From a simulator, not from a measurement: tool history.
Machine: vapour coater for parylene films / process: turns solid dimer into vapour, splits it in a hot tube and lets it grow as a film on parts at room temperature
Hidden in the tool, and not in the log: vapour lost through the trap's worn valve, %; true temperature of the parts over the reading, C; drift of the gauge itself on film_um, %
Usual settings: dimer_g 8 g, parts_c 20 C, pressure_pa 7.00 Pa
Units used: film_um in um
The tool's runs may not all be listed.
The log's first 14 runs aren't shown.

| run | hour | dimer_g | parts_c | pressure_pa | hours of work since the trap's valve was overhauled | hours of work since the table's thermometer was calibrated | film_um |
|---|---|---|---|---|---|---|---|
|  | 275.8 | table's thermometer calibrated, once more |
| 15 | 283.3 | 8 | 20 | 7.00 | 228 | 4 | 2.11 |
| 16 | 299.4 | 6 | 20 | 7.00 | 236 | 12 | 1.63 |
| 17 | 327.7 | 6 | 20 | 7.00 | 250 | 26 | 1.61 |
| 18 | 343.8 | 6 | 20 | 7.00 | 258 | 34 | 1.58 |
| 19 | 361.4 | 8 | 14 | 7.00 | 267 | 43 | 2.69 |
| 20 | 383.5 | 8 | 14 | 7.00 | 278 | 54 | 2.65 |
| 21 | 409.8 | 4 | 14 | 7.00 | 291 | 68 | 1.29 |
| 22 | 427.2 | 4 | 14 | 7.00 | 300 | 76 | 1.34 |
|  | 449.8 | trap's valve overhauled |
| 23 | 459.8 | 4 | 14 | 7.00 | 5 | 91 | 1.50 |
| 24 | 485.4 | 8 | 14 | 7.00 | 18 | 104 | 2.91 |
| 25 | 502.4 | 6 | 29 | 7.00 | 27 | 112 | 1.22 |
| 26 | 517.7 | 5 | 32 | 7.00 | 34 | 120 | 0.89 |
| 27 | 543.5 | 5 | 32 | 7.00 | 47 | 133 | 0.89 |
| 28 | 569.5 | 4 | 31 | 3.04 | 60 | 146 | 0.84 |
| 29 | 586.0 | 4 | 31 | 3.04 | 69 | 154 | 0.81 |
| 30 | 615.5 | 8 | 13 | 2.19 | 84 | 169 | 3.40 |
| 31 | 638.4 | 8 | 23 | 10.94 | 95 | 181 | 1.87 |
| 32 | 667.2 | 8 | 16 | 7.06 | 110 | 195 | 2.59 |
| 33 | 685.9 | 7 | 26 | 5.43 | 119 | 205 | 1.58 |

What if the next run were any one of these 4? Each begins from the tool's condition after run 33:
| A | 704.6 | 9 | 16 | 4.88 | 129 | 214 | ? |
| B | 704.6 | 4 | 15 | 3.30 | 129 | 214 | ? |
| C | 704.6 | 10 | 13 | 5.10 | 129 | 214 | ? |
| D | 704.6 | 8 | 23 | 7.00 | 129 | 214 | ? |

| run | film_um |
|---|---|
| A | 3.07 |
| B | 1.55 |
| C | 3.88 |
| D | 1.98 |
With no hidden state in the tool, these same runs would have given:
| run | film_um |
|---|---|
| A | 3.26 |
| B | 1.64 |
| C | 4.13 |
| D | 2.11 |
